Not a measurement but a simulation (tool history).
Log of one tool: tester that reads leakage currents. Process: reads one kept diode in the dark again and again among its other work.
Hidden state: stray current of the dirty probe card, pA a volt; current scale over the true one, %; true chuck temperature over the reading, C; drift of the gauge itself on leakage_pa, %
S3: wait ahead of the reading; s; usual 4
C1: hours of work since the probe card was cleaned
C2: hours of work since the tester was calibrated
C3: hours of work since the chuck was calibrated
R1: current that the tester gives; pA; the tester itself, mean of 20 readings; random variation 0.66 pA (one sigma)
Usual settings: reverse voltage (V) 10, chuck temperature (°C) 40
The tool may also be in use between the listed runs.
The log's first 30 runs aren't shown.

{"run": 31, "hour": 2006.8, "reverse voltage (V)": 3.7, "chuck temperature (°C)": 46, "S3": 3.24, "C1": 882, "C2": 57, "C3": 626, "R1": 236.96}
{"run": 32, "hour": 2052.7, "reverse voltage (V)": 3.7, "chuck temperature (°C)": 46, "S3": 3.24, "C1": 907, "C2": 82, "C3": 651, "R1": 237.74}
{"run": 33, "hour": 2126.3, "reverse voltage (V)": 6.5, "chuck temperature (°C)": 40, "S3": 1.73, "C1": 948, "C2": 123, "C3": 692, "R1": 188.78}
{"run": 34, "hour": 2209.2, "reverse voltage (V)": 8.2, "chuck temperature (°C)": 40, "S3": 1.73, "C1": 994, "C2": 169, "C3": 738, "R1": 209.79}
{"run": 35, "hour": 2285.2, "reverse voltage (V)": 1.5, "chuck temperature (°C)": 57, "S3": 2.02, "C1": 1036, "C2": 211, "C3": 780, "R1": 368.76}
{"run": 36, "hour": 2376.3, "reverse voltage (V)": 1.1, "chuck temperature (°C)": 21, "S3": 1.66, "C1": 1086, "C2": 261, "C3": 831, "R1": 17.45}
{"run": 37, "hour": 2464.4, "reverse voltage (V)": 1.7, "chuck temperature (°C)": 29, "S3": 1.89, "C1": 1135, "C2": 310, "C3": 879, "R1": 42.44}
{"run": 38, "hour": 2535.1, "reverse voltage (V)": 1.7, "chuck temperature (°C)": 29, "S3": 1.89, "C1": 1174, "C2": 349, "C3": 919, "R1": 42.42}
{"run": 39, "hour": 2604.1, "reverse voltage (V)": 1.2, "chuck temperature (°C)": 25, "S3": 4, "C1": 1213, "C2": 387, "C3": 957, "R1": 25.58}
{"run": 40, "hour": 2696.0, "reverse voltage (V)": 1.8, "chuck temperature (°C)": 25, "S3": 4, "C1": 1263, "C2": 438, "C3": 1008, "R1": 31.11}

4 ways to go on from here, each from the tool as it stands after run 40. What would each give?
{"run": "A", "hour": 2750.0, "reverse voltage (V)": 5.9, "chuck temperature (°C)": 37, "S3": 9.79, "C1": 1293, "C2": 468, "C3": 1038, "R1": "?"}
{"run": "B", "hour": 2750.0, "reverse voltage (V)": 8.4, "chuck temperature (°C)": 54, "S3": 0.4, "C1": 1293, "C2": 468, "C3": 1038, "R1": "?"}
{"run": "C", "hour": 2750.0, "reverse voltage (V)": 14.5, "chuck temperature (°C)": 40, "S3": 4, "C1": 1293, "C2": 468, "C3": 1038, "R1": "?"}
{"run": "D", "hour": 2750.0, "reverse voltage (V)": 10, "chuck temperature (°C)": 22, "S3": 4, "C1": 1293, "C2": 468, "C3": 1038, "R1": "?"}

run=A R1=142.63
run=B R1=626.97
run=C R1=272.52
run=D R1=56.71
Without the tool's hidden state the same runs would have given:
run=A R1=136.72
run=B R1=619.03
run=C R1=257.83
run=D R1=46.44

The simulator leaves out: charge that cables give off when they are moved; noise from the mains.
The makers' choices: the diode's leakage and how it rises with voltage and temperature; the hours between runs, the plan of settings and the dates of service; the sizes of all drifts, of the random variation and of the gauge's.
